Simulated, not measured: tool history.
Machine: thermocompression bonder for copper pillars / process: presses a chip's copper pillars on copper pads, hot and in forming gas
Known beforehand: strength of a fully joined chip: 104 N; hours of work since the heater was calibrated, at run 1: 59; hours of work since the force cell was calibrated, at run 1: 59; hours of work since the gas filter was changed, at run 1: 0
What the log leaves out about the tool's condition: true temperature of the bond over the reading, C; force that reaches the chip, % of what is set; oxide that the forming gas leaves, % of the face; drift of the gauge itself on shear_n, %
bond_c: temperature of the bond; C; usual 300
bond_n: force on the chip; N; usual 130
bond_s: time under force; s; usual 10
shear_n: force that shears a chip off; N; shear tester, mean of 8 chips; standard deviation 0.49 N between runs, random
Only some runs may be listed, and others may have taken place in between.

run	day	bond_c	bond_n	bond_s	hours of work since the heater was calibrated	hours of work since the force cell was calibrated	hours of work since the gas filter was changed	shear_n
1	0.000	300	130	10	59	59	0	68.6
2	2.162	300	130	11	97	97	38	70.1
3	4.229	300	130	10	133	133	74	68.2
4	5.708	300	130	17	159	159	100	79.2
5	8.425	300	130	17	207	207	148	76.8
6	9.888	300	130	17	232	232	174	77.3
7	11.821	300	130	17	266	266	208	78.0
8	13.112	300	130	17	289	289	230	77.2
9	14.988	300	130	17	322	322	263	76.9
# day 16.408: forming gas filter changed
10	17.262	300	106	10	362	362	15	62.5
11	19.121	300	106	10	394	394	48	62.9
12	20.704	300	117	10	422	422	75	65.9
13	23.104	285	130	10	464	464	118	60.9
14	24.417	285	130	10	487	487	141	61.1
15	25.654	285	130	10	509	509	162	61.1

Forecast run 16:
16	28.312	285	130	10	556	556	209	?

shear_n: 60.7 N
If the tool had no hidden condition, the same run with the same run-to-run variation would have returned shear_n 58.4 N.

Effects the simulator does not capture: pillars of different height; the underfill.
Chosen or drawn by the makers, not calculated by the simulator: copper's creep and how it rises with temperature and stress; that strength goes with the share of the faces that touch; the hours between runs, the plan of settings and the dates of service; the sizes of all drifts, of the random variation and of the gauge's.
